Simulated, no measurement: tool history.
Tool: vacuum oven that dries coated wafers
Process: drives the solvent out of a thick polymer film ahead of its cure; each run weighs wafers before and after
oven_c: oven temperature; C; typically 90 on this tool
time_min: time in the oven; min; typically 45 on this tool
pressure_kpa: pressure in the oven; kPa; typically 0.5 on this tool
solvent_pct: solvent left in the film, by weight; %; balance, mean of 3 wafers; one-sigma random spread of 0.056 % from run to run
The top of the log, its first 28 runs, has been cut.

run    hour  oven_c  time_min  pressure_kpa  solvent_pct
 29   961.7      78        30         0.485         9.46
 30   985.2      88        64         0.385         1.65
     1028.7  -- vacuum gauge cleaned of residue and calibrated
 31  1034.7      88        64         0.385          1.6
 32  1071.6      90        36         0.424         3.59
 33    1124      90        45         0.423         2.42
 34    1180      90        43         0.281         2.57
 35  1210.8      90        43         0.281         2.65
 36  1241.8      90        43         0.281         2.61
     1298.9  -- oven's thermocouples calibrated
 37  1299.9      87        36         0.862         4.87

Below are 3 alternative next runs, each starting from the tool's condition after run 37. Predict each:
  A  1324.9      76        49           0.5            ?
  B  1324.9      77        45         1.393            ?
  C  1324.9      75        41         0.862            ?

run  solvent_pct
  A         7.14
  B          7.9
  C         8.85
Had the tool no hidden state, the same runs would have come out as:
run  solvent_pct
  A         7.15
  B         7.91
  C         8.86

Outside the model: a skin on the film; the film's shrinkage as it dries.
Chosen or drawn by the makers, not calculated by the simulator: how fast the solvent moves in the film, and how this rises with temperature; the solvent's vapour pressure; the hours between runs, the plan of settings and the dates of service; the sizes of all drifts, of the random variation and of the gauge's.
